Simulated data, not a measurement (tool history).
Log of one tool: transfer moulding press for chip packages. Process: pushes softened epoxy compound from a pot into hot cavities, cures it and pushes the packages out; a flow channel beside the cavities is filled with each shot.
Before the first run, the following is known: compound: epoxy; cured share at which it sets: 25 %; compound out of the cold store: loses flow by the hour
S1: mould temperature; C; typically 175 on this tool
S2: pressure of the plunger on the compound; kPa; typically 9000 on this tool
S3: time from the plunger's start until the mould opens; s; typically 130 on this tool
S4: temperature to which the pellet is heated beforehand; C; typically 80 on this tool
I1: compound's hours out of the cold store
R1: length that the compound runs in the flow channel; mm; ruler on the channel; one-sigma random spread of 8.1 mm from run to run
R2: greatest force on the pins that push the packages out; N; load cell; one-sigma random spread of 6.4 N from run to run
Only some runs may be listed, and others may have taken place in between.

run,hour,S1,S2,S3,S4,I1,R1,R2
1,0.0,175,9000,130,80,20.8,799,310
2,45.5,175,9000,130,80,27.6,771,406
# hour 61.0: mould's thermocouples calibrated
# hour 85.3: cavities cleaned with cleaning compound and waxed
3,146.8,175,9000,130,80,44.0,693,387
# hour 192.0: cavities cleaned with cleaning compound and waxed
# hour 237.6: plunger's sealing rings changed
4,239.5,175,7250,130,80,15.7,813,396
# hour 299.6: cavities cleaned with cleaning compound and waxed
5,323.0,175,9000,130,80,15.4,896,340
# hour 402.0: cavities cleaned with cleaning compound and waxed
6,423.2,175,9000,130,80,38.5,750,308
7,465.1,175,9000,130,80,32.5,792,394
# hour 505.6: cavities cleaned with cleaning compound and waxed
8,549.5,175,9000,130,80,25.1,812,353
# hour 609.2: cavities cleaned with cleaning compound and waxed
9,617.3,175,9000,130,80,25.7,809,256
# hour 714.8: cavities cleaned with cleaning compound and waxed
10,716.0,172,7300,148,85,34.5,701,232
# hour 745.4: mould's thermocouples calibrated
11,801.8,175,7820,125,80,9.7,819,467
# hour 823.8: cavities cleaned with cleaning compound and waxed
12,881.9,175,8710,151,80,42.1,710,344
# hour 923.9: cavities cleaned with cleaning compound and waxed
13,927.4,175,8710,151,80,29.0,749,213
14,972.7,175,8710,151,80,32.5,723,342
# hour 1023.9: cavities cleaned with cleaning compound and waxed
15,1045.6,175,7610,141,85,29.0,684,280
# hour 1076.4: plunger's sealing rings changed
# hour 1127.0: cavities cleaned with cleaning compound and waxed
16,1141.4,175,7610,141,85,14.0,821,267
17,1217.3,175,8900,151,70,41.3,746,367

4 ways to go on from here, each from the tool as it stands after run 17. What would each give?
# hour 1226.8: cavities cleaned with cleaning compound and waxed
A,1303.9,178,9380,121,70,39.2,?,?
# hour 1226.8: cavities cleaned with cleaning compound and waxed
B,1303.9,175,9000,130,90,39.7,?,?
# hour 1226.8: cavities cleaned with cleaning compound and waxed
C,1303.9,180,9000,130,80,38.0,?,?
# hour 1226.8: cavities cleaned with cleaning compound and waxed
D,1303.9,175,7970,130,80,20.7,?,?

run,R1,R2
A,759,374
B,747,385
C,742,365
D,800,403
With the hidden condition removed and each run's random variation left untouched, the same runs would have given:
run,R1,R2
A,783,217
B,771,222
C,765,206
D,826,236
